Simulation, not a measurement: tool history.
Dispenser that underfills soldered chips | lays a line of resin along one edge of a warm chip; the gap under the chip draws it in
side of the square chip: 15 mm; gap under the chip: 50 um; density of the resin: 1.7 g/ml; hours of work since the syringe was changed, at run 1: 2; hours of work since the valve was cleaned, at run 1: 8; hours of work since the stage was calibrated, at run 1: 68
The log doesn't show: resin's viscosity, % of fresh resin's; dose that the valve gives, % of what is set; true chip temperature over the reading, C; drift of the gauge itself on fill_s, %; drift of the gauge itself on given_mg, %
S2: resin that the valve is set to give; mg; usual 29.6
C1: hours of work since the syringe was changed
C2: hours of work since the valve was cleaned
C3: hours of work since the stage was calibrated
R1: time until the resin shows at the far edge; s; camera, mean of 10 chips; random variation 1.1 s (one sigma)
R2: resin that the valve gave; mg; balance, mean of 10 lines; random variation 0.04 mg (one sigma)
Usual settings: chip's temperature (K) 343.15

run 1 hour=0 | chip's_temperature_(K)=343.15 S2=29.6 | C1=2 C2=8 C3=68 | R1=118.8 R2=29.33
-- hour=9.8 new syringe of resin
run 2 hour=14.1 | chip's_temperature_(K)=329.15 S2=29.6 | C1=3 C2=18 C3=78 | R1=210.9 R2=29.27
-- hour=22.1 new syringe of resin
run 3 hour=22.4 | chip's_temperature_(K)=343.15 S2=29.6 | C1=0 C2=24 C3=84 | R1=106.6 R2=29.22
-- hour=34.1 new syringe of resin
run 4 hour=35.6 | chip's_temperature_(K)=343.15 S2=29.6 | C1=1 C2=34 C3=94 | R1=115.6 R2=29.09
run 5 hour=43.6 | chip's_temperature_(K)=343.15 S2=29.6 | C1=7 C2=40 C3=100 | R1=188.5 R2=28.97
-- hour=46.3 new syringe of resin
run 6 hour=50.3 | chip's_temperature_(K)=343.15 S2=29.6 | C1=3 C2=44 C3=104 | R1=130.5 R2=28.95
-- hour=58.5 new syringe of resin
run 7 hour=58.7 | chip's_temperature_(K)=343.15 S2=33.2 | C1=0 C2=50 C3=110 | R1=102.5 R2=32.45
-- hour=71.1 new syringe of resin
run 8 hour=71.8 | chip's_temperature_(K)=343.15 S2=33.2 | C1=1 C2=60 C3=120 | R1=106.9 R2=32.23
-- hour=82.5 dispensing valve cleaned and set on the balance
-- hour=84.8 new syringe of resin
run 9 hour=86.1 | chip's_temperature_(K)=343.15 S2=33.2 | C1=1 C2=2 C3=129 | R1=112.9 R2=33.13
-- hour=97.5 new syringe of resin
run 10 hour=99.4 | chip's_temperature_(K)=343.15 S2=33.2 | C1=1 C2=12 C3=139 | R1=116.5 R2=32.97
run 11 hour=109.1 | chip's_temperature_(K)=343.15 S2=33.2 | C1=9 C2=19 C3=146 | R1=212.3 R2=32.89
-- hour=110.8 new syringe of resin
run 12 hour=118.2 | chip's_temperature_(K)=343.15 S2=25.2 | C1=5 C2=26 C3=153 | R1=172.3 R2=24.87
-- hour=123.4 new syringe of resin
run 13 hour=124.9 | chip's_temperature_(K)=332.15 S2=25.2 | C1=1 C2=30 C3=157 | R1=168.6 R2=24.84
run 14 hour=134.8 | chip's_temperature_(K)=332.15 S2=25.2 | C1=8 C2=38 C3=165 | R1=313 R2=24.76
-- hour=136 new syringe of resin
-- hour=149.2 new syringe of resin
run 15 hour=150.5 | chip's_temperature_(K)=332.15 S2=25.2 | C1=1 C2=49 C3=176 | R1=168.5 R2=24.64
-- hour=161.8 new syringe of resin
run 16 hour=165.2 | chip's_temperature_(K)=332.15 S2=25.2 | C1=3 C2=59 C3=186 | R1=187.7 R2=24.54
-- hour=173.8 new syringe of resin
-- hour=177.9 dispensing valve cleaned and set on the balance
run 17 hour=181.4 | chip's_temperature_(K)=343.15 S2=29.6 | C1=5 C2=3 C3=197 | R1=158.7 R2=29.54
-- hour=187.1 new syringe of resin
run 18 hour=188.5 | chip's_temperature_(K)=343.15 S2=29.6 | C1=1 C2=8 C3=202 | R1=114.4 R2=29.66
run 19 hour=196.3 | chip's_temperature_(K)=334.15 S2=34.7 | C1=7 C2=13 C3=208 | R1=247.8 R2=34.51
-- hour=199.4 new syringe of resin
run 20 hour=206.2 | chip's_temperature_(K)=334.15 S2=34.7 | C1=5 C2=20 C3=215 | R1=209.1 R2=34.43
-- hour=211.7 new syringe of resin
run 21 hour=214.4 | chip's_temperature_(K)=355.15 S2=34.7 | C1=2 C2=26 C3=221 | R1=85.9 R2=34.33
-- hour=224.2 new syringe of resin
run 22 hour=225.1 | chip's_temperature_(K)=355.15 S2=34.7 | C1=1 C2=34 C3=229 | R1=76.3 R2=34.25
run 23 hour=232.6 | chip's_temperature_(K)=335.15 S2=28.2 | C1=6 C2=39 C3=234 | R1=233.6 R2=27.75
-- hour=236.8 new syringe of resin
run 24 hour=247.9 | chip's_temperature_(K)=357.15 S2=25.5 | C1=8 C2=50 C3=245 | R1=142.4 R2=24.94
-- hour=249.5 new syringe of resin
run 25 hour=261.1 | chip's_temperature_(K)=347.15 S2=31.6 | C1=9 C2=60 C3=255 | R1=186.5 R2=30.84
-- hour=262.5 new syringe of resin
-- hour=272.1 dispensing valve cleaned and set on the balance
-- hour=275.7 new syringe of resin
run 26 hour=275.7 | chip's_temperature_(K)=347.15 S2=31.6 | C1=0 C2=2 C3=264 | R1=94.8 R2=31.47
run 27 hour=282.6 | chip's_temperature_(K)=347.15 S2=31.6 | C1=5 C2=8 C3=269 | R1=146 R2=31.46
-- hour=288.1 new syringe of resin
run 28 hour=289 | chip's_temperature_(K)=331.15 S2=31.1 | C1=1 C2=12 C3=274 | R1=162.7 R2=30.91
run 29 hour=297 | chip's_temperature_(K)=353.15 S2=28.4 | C1=7 C2=18 C3=280 | R1=137 R2=28.09
-- hour=300.8 new syringe of resin
run 30 hour=307.9 | chip's_temperature_(K)=353.15 S2=28.4 | C1=5 C2=26 C3=288 | R1=122.2 R2=28.02
-- hour=313.2 new syringe of resin
run 31 hour=320.5 | chip's_temperature_(K)=353.15 S2=28.4 | C1=5 C2=35 C3=297 | R1=124.8 R2=27.91
-- hour=325.3 new syringe of resin
run 32 hour=329.9 | chip's_temperature_(K)=353.15 S2=28.4 | C1=3 C2=41 C3=303 | R1=104.4 R2=27.81
-- hour=337.8 new syringe of resin
run 33 hour=344.5 | chip's_temperature_(K)=349.15 S2=27.4 | C1=5 C2=52 C3=314 | R1=135.1 R2=26.66

Forecast each of these 4 alternatives for the next run:
-- hour=349.8 new syringe of resin
run A hour=351.7 | chip's_temperature_(K)=337.15 S2=33.6 | C1=1 C2=57 C3=319 | R1=? R2=?
-- hour=349.8 new syringe of resin
run B hour=351.7 | chip's_temperature_(K)=357.15 S2=28.1 | C1=1 C2=57 C3=319 | R1=? R2=?
-- hour=349.8 new syringe of resin
run C hour=351.7 | chip's_temperature_(K)=336.15 S2=27.3 | C1=1 C2=57 C3=319 | R1=? R2=?
-- hour=349.8 new syringe of resin
run D hour=351.7 | chip's_temperature_(K)=337.15 S2=29.6 | C1=1 C2=57 C3=319 | R1=? R2=?

run=A R1=141.6 R2=32.69
run=B R1=81.3 R2=27.37
run=C R1=152 R2=26.53
run=D R1=146.9 R2=28.84
Without the tool's hidden state the same runs would have given:
run=A R1=120.1 R2=33.58
run=B R1=69.1 R2=28.12
run=C R1=128.4 R2=27.26
run=D R1=124.4 R2=29.63
